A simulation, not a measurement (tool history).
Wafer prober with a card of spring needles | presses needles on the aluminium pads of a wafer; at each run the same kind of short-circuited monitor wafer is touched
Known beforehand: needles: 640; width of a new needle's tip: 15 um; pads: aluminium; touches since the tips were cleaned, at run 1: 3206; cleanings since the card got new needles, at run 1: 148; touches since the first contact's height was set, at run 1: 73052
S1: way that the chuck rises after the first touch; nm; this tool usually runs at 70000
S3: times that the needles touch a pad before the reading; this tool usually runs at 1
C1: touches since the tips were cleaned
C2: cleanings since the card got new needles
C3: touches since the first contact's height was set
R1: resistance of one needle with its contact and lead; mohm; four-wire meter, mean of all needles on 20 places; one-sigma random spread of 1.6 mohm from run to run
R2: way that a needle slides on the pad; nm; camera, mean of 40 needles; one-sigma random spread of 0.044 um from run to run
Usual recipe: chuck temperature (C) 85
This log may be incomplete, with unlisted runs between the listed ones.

Run 1, hour 0: usual settings; C1 3206; C2 148; C3 73052. Result: R1 214 mohm, R2 9460 nm.
At hour 1.8: tips cleaned on abrasive film.
At hour 10.2: tips cleaned on abrasive film.
At hour 18.5: tips cleaned on abrasive film.
At hour 26.7: tips cleaned on abrasive film.
Run 2, hour 30.5: usual settings; C1 2030; C2 152; C3 89170. Result: R1 205 mohm, R2 9390 nm.
At hour 34: tips cleaned on abrasive film.
At hour 42.3: tips cleaned on abrasive film.
At hour 50.9: tips cleaned on abrasive film.
Run 3, hour 54.4: usual settings; C1 1891; C2 155; C3 101794. Result: R1 206 mohm, R2 9270 nm.
At hour 57.9: tips cleaned on abrasive film.
At hour 64.8: tips cleaned on abrasive film.
At hour 73.4: tips cleaned on abrasive film.
At hour 81.6: tips cleaned on abrasive film.
Run 4, hour 85: usual settings; C1 1824; C2 159; C3 117911. Result: R1 208 mohm, R2 9260 nm.
At hour 88.5: tips cleaned on abrasive film.
At hour 97: tips cleaned on abrasive film.
Run 5, hour 102.6: usual settings; C1 2981; C2 161; C3 127242. Result: R1 218 mohm, R2 9240 nm.
At hour 104.4: tips cleaned on abrasive film.
At hour 111.3: tips cleaned on abrasive film.
At hour 119: tips cleaned on abrasive film.
Run 6, hour 123.8: usual settings but chuck temperature (C) 72; C1 2548; C2 164; C3 138404. Result: R1 210 mohm, R2 9150 nm.
At hour 127.2: tips cleaned on abrasive film.
At hour 130.9: height of the first contact set anew.
At hour 136.1: tips cleaned on abrasive film.
At hour 144.3: tips cleaned on abrasive film.
At hour 152.8: tips cleaned on abrasive film.
Run 7, hour 155.3: usual settings but chuck temperature (C) 50; C1 1344; C2 168; C3 12915. Result: R1 188 mohm, R2 9670 nm.
At hour 160.1: tips cleaned on abrasive film.
At hour 168.6: tips cleaned on abrasive film.
At hour 175.7: tips cleaned on abrasive film.
Run 8, hour 175.7: usual settings; C1 0; C2 171; C3 23651. Result: R1 171 mohm, R2 9620 nm.
At hour 183.8: tips cleaned on abrasive film.
Run 9, hour 188.8: usual settings; C1 2675; C2 172; C3 30631. Result: R1 210 mohm, R2 9500 nm.
At hour 192.3: tips cleaned on abrasive film.
At hour 200.5: tips cleaned on abrasive film.
At hour 207.4: tips cleaned on abrasive film.
At hour 215.2: tips cleaned on abrasive film.
Run 10, hour 219.3: usual settings but chuck temperature (C) 40; C1 2187; C2 176; C3 46723. Result: R1 202 mohm, R2 9500 nm.
At hour 222.7: tips cleaned on abrasive film.
At hour 231.2: tips cleaned on abrasive film.
At hour 239.8: tips cleaned on abrasive film.
Run 11, hour 242.4: usual settings but S1 87000 nm, chuck temperature (C) 40; C1 1387; C2 179; C3 58890. Result: R1 176 mohm, R2 11860 nm.
At hour 247.6: tips cleaned on abrasive film.
At hour 255.9: tips cleaned on abrasive film.
At hour 264.5: tips cleaned on abrasive film.
At hour 272.3: tips cleaned on abrasive film.
Run 12, hour 272.3: usual settings but S1 87000 nm, chuck temperature (C) 40; C1 0; C2 183; C3 74673. Result: R1 157 mohm, R2 11670 nm.
At hour 280.5: tips cleaned on abrasive film.
At hour 288.7: tips cleaned on abrasive film.
Run 13, hour 293.2: usual settings but S1 87000 nm, chuck temperature (C) 40; C1 2380; C2 185; C3 85727. Result: R1 189 mohm, R2 11740 nm.
At hour 296.7: tips cleaned on abrasive film.
At hour 303.5: tips cleaned on abrasive film.
At hour 311: tips cleaned on abrasive film.
Run 14, hour 316.7: usual settings but S1 87000 nm, chuck temperature (C) 40; C1 3029; C2 188; C3 98160. Result: R1 195 mohm, R2 11610 nm.
At hour 318.5: tips cleaned on abrasive film.
At hour 327: tips cleaned on abrasive film.
At hour 335.5: tips cleaned on abrasive film.
Run 15, hour 341.4: usual settings but S1 58000 nm, chuck temperature (C) 33, S3 2; C1 3161; C2 191; C3 111187. Result: R1 215 mohm, R2 7550 nm.
At hour 343.2: tips cleaned on abrasive film.
At hour 351.4: tips cleaned on abrasive film.
At hour 359.9: tips cleaned on abrasive film.
At hour 368.2: tips cleaned on abrasive film.
Run 16, hour 372.4: usual settings but S1 58000 nm, chuck temperature (C) 33; C1 2253; C2 195; C3 127559. Result: R1 234 mohm, R2 7530 nm.
At hour 375.9: tips cleaned on abrasive film.
At hour 384.3: tips cleaned on abrasive film.
At hour 392.1: tips cleaned on abrasive film.
At hour 399.2: tips cleaned on abrasive film.
At hour 399.5: height of the first contact set anew.
Run 17, hour 399.5: usual settings but chuck temperature (C) 57; C1 0; C2 199; C3 0. Result: R1 169 mohm, R2 9670 nm.
At hour 408.1: tips cleaned on abrasive film.
Run 18, hour 413.1: usual settings but S1 61000 nm, chuck temperature (C) 25, S3 3; C1 2671; C2 200; C3 7202. Result: R1 182 mohm, R2 8490 nm.
At hour 415.9: tips cleaned on abrasive film.
At hour 424.2: tips cleaned on abrasive film.
At hour 431.3: tips cleaned on abrasive film.
Run 19, hour 431.3: usual settings but S1 77000 nm, chuck temperature (C) 56; C1 0; C2 203; C3 16800. Result: R1 164 mohm, R2 10580 nm.
At hour 439.6: tips cleaned on abrasive film.
At hour 446.5: tips cleaned on abrasive film.
At hour 454.5: tips cleaned on abrasive film.
Run 20, hour 454.5: usual settings but S1 60000 nm, chuck temperature (C) 56, S3 2; C1 0; C2 206; C3 29029. Result: R1 171 mohm, R2 8260 nm.
At hour 461.4: tips cleaned on abrasive film.
At hour 469.5: tips cleaned on abrasive film.
At hour 477.7: tips cleaned on abrasive film.
Run 21, hour 480.5: usual settings but S1 60000 nm, chuck temperature (C) 56, S3 2; C1 1515; C2 209; C3 42805. Result: R1 193 mohm, R2 8190 nm.
At hour 485.7: tips cleaned on abrasive film.
At hour 493.7: tips cleaned on abrasive film.
Run 22, hour 498.2: usual settings but S1 73000 nm, chuck temperature (C) 56; C1 2403; C2 211; C3 52147. Result: R1 206 mohm, R2 9940 nm.
At hour 501.7: tips cleaned on abrasive film.
At hour 509.7: tips cleaned on abrasive film.
Run 23, hour 511.8: usual settings but S1 73000 nm, chuck temperature (C) 56; C1 1126; C2 213; C3 59295. Result: R1 186 mohm, R2 9930 nm.
At hour 516.8: tips cleaned on abrasive film.
At hour 525: tips cleaned on abrasive film.
At hour 533.1: tips cleaned on abrasive film.
Run 24, hour 535.8: usual settings but S1 57000 nm, chuck temperature (C) 62; C1 1435; C2 216; C3 71997. Result: R1 227 mohm, R2 7620 nm.
At hour 540.9: tips cleaned on abrasive film.
At hour 548.7: tips cleaned on abrasive film.
Run 25, hour 554.4: usual settings but S1 54000 nm, chuck temperature (C) 48; C1 3070; C2 218; C3 81839. Result: R1 272 mohm, R2 7170 nm.
At hour 555.9: tips cleaned on abrasive film.
At hour 564.1: tips cleaned on abrasive film.
At hour 572.6: tips cleaned on abrasive film.
Run 26, hour 574.9: usual settings but chuck temperature (C) 69, S3 2; C1 1264; C2 221; C3 92655. Result: R1 183 mohm, R2 9330 nm.
At hour 580: tips cleaned on abrasive film.
At hour 588.3: tips cleaned on abrasive film.
Run 27, hour 588.3: usual settings but S1 62000 nm; C1 0; C2 223; C3 99708. Result: R1 179 mohm, R2 8290 nm.
At hour 596: tips cleaned on abrasive film.
At hour 604.5: tips cleaned on abrasive film.
Run 28, hour 610.1: usual settings but S1 62000 nm, chuck temperature (C) 26, S3 3; C1 2949; C2 225; C3 111221. Result: R1 188 mohm, R2 8250 nm.

4 ways to go on from here, each from the tool as it stands after run 28. What would each give?
At hour 611.7: tips cleaned on abrasive film.
At hour 620: tips cleaned on abrasive film.
At hour 628.2: tips cleaned on abrasive film.
At hour 635.1: tips cleaned on abrasive film.
Run A, hour 635.1: usual settings but S1 81000 nm, chuck temperature (C) 44, S3 3; C1 0; C2 229; C3 124425. Result: R1 ?, R2 ?.
At hour 611.7: tips cleaned on abrasive film.
At hour 620: tips cleaned on abrasive film.
At hour 628.2: tips cleaned on abrasive film.
At hour 635.1: tips cleaned on abrasive film.
Run B, hour 635.1: usual settings but S1 76000 nm; C1 0; C2 229; C3 124425. Result: R1 ?, R2 ?.
At hour 611.7: tips cleaned on abrasive film.
At hour 620: tips cleaned on abrasive film.
At hour 628.2: tips cleaned on abrasive film.
At hour 635.1: tips cleaned on abrasive film.
Run C, hour 635.1: usual settings but S3 2; C1 0; C2 229; C3 124425. Result: R1 ?, R2 ?.
At hour 611.7: tips cleaned on abrasive film.
At hour 620: tips cleaned on abrasive film.
At hour 628.2: tips cleaned on abrasive film.
At hour 635.1: tips cleaned on abrasive film.
Run D, hour 635.1: usual settings but S1 62000 nm, chuck temperature (C) 26, S3 3; C1 0; C2 229; C3 124425. Result: R1 ?, R2 ?.

run   R1     R2
  A  162  10830
  B  173  10030
  C  176   9200
  D  163   8190
Stripped of hidden state, with their random variation kept, the same runs would have yielded:
run   R1     R2
  A  154  11330
  B  160  10520
  C  164   9690
  D  152   8690
